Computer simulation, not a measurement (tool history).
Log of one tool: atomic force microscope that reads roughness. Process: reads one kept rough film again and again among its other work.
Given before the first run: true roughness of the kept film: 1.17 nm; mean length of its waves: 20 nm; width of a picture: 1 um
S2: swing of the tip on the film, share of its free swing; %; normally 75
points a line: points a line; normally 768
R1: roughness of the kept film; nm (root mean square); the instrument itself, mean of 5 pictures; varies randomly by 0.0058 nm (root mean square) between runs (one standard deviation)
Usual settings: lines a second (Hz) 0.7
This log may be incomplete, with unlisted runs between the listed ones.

{"run": 1, "hour": 0.0, "lines a second (Hz)": 0.7, "S2": 75, "points a line": 768, "R1": 1.029}
{"run": 2, "hour": 9.5, "lines a second (Hz)": 0.7, "S2": 75, "points a line": 768, "R1": 1.025}
{"run": 3, "hour": 17.5, "lines a second (Hz)": 1.663, "S2": 75, "points a line": 768, "R1": 0.983}
{"run": 4, "hour": 23.3, "lines a second (Hz)": 1.663, "S2": 75, "points a line": 768, "R1": 0.971}
{"run": 5, "hour": 29.8, "lines a second (Hz)": 0.7, "S2": 62, "points a line": 768, "R1": 0.985}
{"run": 6, "hour": 40.8, "lines a second (Hz)": 0.7, "S2": 62, "points a line": 768, "R1": 0.984}
{"run": 7, "hour": 49.9, "lines a second (Hz)": 0.7, "S2": 62, "points a line": 768, "R1": 0.961}
{"run": 8, "hour": 59.5, "lines a second (Hz)": 0.7, "S2": 62, "points a line": 768, "R1": 0.945}
{"run": 9, "hour": 71.0, "lines a second (Hz)": 0.7, "S2": 62, "points a line": 768, "R1": 0.931}
{"run": 10, "hour": 81.9, "lines a second (Hz)": 0.7, "S2": 62, "points a line": 768, "R1": 0.915}
{"run": 11, "hour": 94.7, "lines a second (Hz)": 0.7, "S2": 75, "points a line": 768, "R1": 0.892}
{"run": 12, "hour": 101.2, "lines a second (Hz)": 1.845, "S2": 75, "points a line": 768, "R1": 0.86}
{"run": 13, "hour": 110.4, "lines a second (Hz)": 1.845, "S2": 75, "points a line": 768, "R1": 0.844}
{"hour": 118.5, "done": "new tip fitted"}
{"run": 14, "hour": 119.0, "lines a second (Hz)": 1.845, "S2": 75, "points a line": 768, "R1": 1.017}
{"run": 15, "hour": 127.1, "lines a second (Hz)": 1.254, "S2": 75, "points a line": 768, "R1": 1.012}
{"run": 16, "hour": 136.0, "lines a second (Hz)": 0.7, "S2": 75, "points a line": 768, "R1": 1.01}
{"run": 17, "hour": 146.3, "lines a second (Hz)": 0.7, "S2": 75, "points a line": 276, "R1": 0.967}
{"run": 18, "hour": 157.0, "lines a second (Hz)": 0.7, "S2": 75, "points a line": 276, "R1": 0.942}
{"run": 19, "hour": 168.8, "lines a second (Hz)": 0.7, "S2": 75, "points a line": 276, "R1": 0.927}
{"run": 20, "hour": 177.3, "lines a second (Hz)": 0.7, "S2": 75, "points a line": 768, "R1": 0.945}
{"run": 21, "hour": 184.8, "lines a second (Hz)": 0.7, "S2": 75, "points a line": 768, "R1": 0.94}
{"run": 22, "hour": 193.7, "lines a second (Hz)": 0.7, "S2": 75, "points a line": 768, "R1": 0.938}
{"run": 23, "hour": 199.7, "lines a second (Hz)": 0.7, "S2": 75, "points a line": 768, "R1": 0.908}
{"run": 24, "hour": 207.2, "lines a second (Hz)": 0.7, "S2": 75, "points a line": 768, "R1": 0.914}
{"run": 25, "hour": 212.7, "lines a second (Hz)": 0.7, "S2": 75, "points a line": 768, "R1": 0.89}
{"run": 26, "hour": 225.7, "lines a second (Hz)": 0.7, "S2": 75, "points a line": 768, "R1": 0.884}
{"run": 27, "hour": 235.1, "lines a second (Hz)": 0.7, "S2": 75, "points a line": 768, "R1": 0.858}
{"run": 28, "hour": 243.2, "lines a second (Hz)": 0.885, "S2": 76, "points a line": 768, "R1": 0.85}
{"hour": 244.8, "done": "new tip fitted"}
{"run": 29, "hour": 253.0, "lines a second (Hz)": 0.683, "S2": 75, "points a line": 478, "R1": 1.025}
{"run": 30, "hour": 261.4, "lines a second (Hz)": 2.701, "S2": 75, "points a line": 574, "R1": 0.971}
{"run": 31, "hour": 271.0, "lines a second (Hz)": 2.701, "S2": 71, "points a line": 574, "R1": 0.962}
{"hour": 272.8, "done": "height scale calibrated on a step standard"}
{"run": 32, "hour": 279.4, "lines a second (Hz)": 0.563, "S2": 69, "points a line": 574, "R1": 0.99}
{"run": 33, "hour": 287.1, "lines a second (Hz)": 0.563, "S2": 69, "points a line": 574, "R1": 0.969}
{"run": 34, "hour": 297.1, "lines a second (Hz)": 1.435, "S2": 55, "points a line": 523, "R1": 0.958}
{"run": 35, "hour": 309.2, "lines a second (Hz)": 0.892, "S2": 89, "points a line": 994, "R1": 0.918}
{"hour": 314.9, "done": "height scale calibrated on a step standard, once more"}
{"run": 36, "hour": 320.7, "lines a second (Hz)": 2.33, "S2": 58, "points a line": 606, "R1": 0.932}
{"run": 37, "hour": 329.1, "lines a second (Hz)": 2.33, "S2": 66, "points a line": 356, "R1": 0.895}
{"run": 38, "hour": 336.2, "lines a second (Hz)": 1.317, "S2": 68, "points a line": 459, "R1": 0.902}
{"run": 39, "hour": 344.3, "lines a second (Hz)": 1.317, "S2": 68, "points a line": 459, "R1": 0.9}
{"run": 40, "hour": 355.6, "lines a second (Hz)": 0.567, "S2": 75, "points a line": 622, "R1": 0.897}
{"run": 41, "hour": 362.4, "lines a second (Hz)": 0.567, "S2": 71, "points a line": 897, "R1": 0.881}
{"hour": 372.9, "done": "new tip fitted"}
{"run": 42, "hour": 376.2, "lines a second (Hz)": 3.333, "S2": 57, "points a line": 897, "R1": 1.04}
{"run": 43, "hour": 384.1, "lines a second (Hz)": 1.258, "S2": 75, "points a line": 768, "R1": 1.029}
{"run": 44, "hour": 394.8, "lines a second (Hz)": 1.258, "S2": 75, "points a line": 903, "R1": 1.016}
{"run": 45, "hour": 404.8, "lines a second (Hz)": 1.258, "S2": 75, "points a line": 416, "R1": 0.98}
{"run": 46, "hour": 416.1, "lines a second (Hz)": 1.258, "S2": 75, "points a line": 416, "R1": 0.948}
{"run": 47, "hour": 426.0, "lines a second (Hz)": 1.258, "S2": 75, "points a line": 416, "R1": 0.949}
{"run": 48, "hour": 435.8, "lines a second (Hz)": 1.062, "S2": 75, "points a line": 802, "R1": 0.948}
{"run": 49, "hour": 447.8, "lines a second (Hz)": 0.7, "S2": 78, "points a line": 824, "R1": 0.937}
{"run": 50, "hour": 459.9, "lines a second (Hz)": 0.7, "S2": 78, "points a line": 824, "R1": 0.921}
{"run": 51, "hour": 466.1, "lines a second (Hz)": 0.7, "S2": 78, "points a line": 824, "R1": 0.905}
{"run": 52, "hour": 474.5, "lines a second (Hz)": 3.672, "S2": 69, "points a line": 820, "R1": 0.869}
{"run": 53, "hour": 487.6, "lines a second (Hz)": 1.477, "S2": 66, "points a line": 820, "R1": 0.878}

Forecast each of these 4 alternatives for the next run:
{"hour": 498.8, "done": "new tip fitted"}
{"run": "A", "hour": 498.8, "lines a second (Hz)": 0.804, "S2": 66, "points a line": 748, "R1": "?"}
{"hour": 498.8, "done": "new tip fitted"}
{"run": "B", "hour": 498.8, "lines a second (Hz)": 0.7, "S2": 64, "points a line": 470, "R1": "?"}
{"hour": 498.8, "done": "new tip fitted"}
{"run": "C", "hour": 498.8, "lines a second (Hz)": 3.335, "S2": 60, "points a line": 681, "R1": "?"}
{"hour": 498.8, "done": "new tip fitted"}
{"run": "D", "hour": 498.8, "lines a second (Hz)": 1.477, "S2": 77, "points a line": 271, "R1": "?"}

run=A R1=1.057
run=B R1=1.053
run=C R1=1.031
run=D R1=0.998
What these runs would have given with no unlogged condition in the tool:
run=A R1=1.064
run=B R1=1.06
run=C R1=1.038
run=D R1=1.005
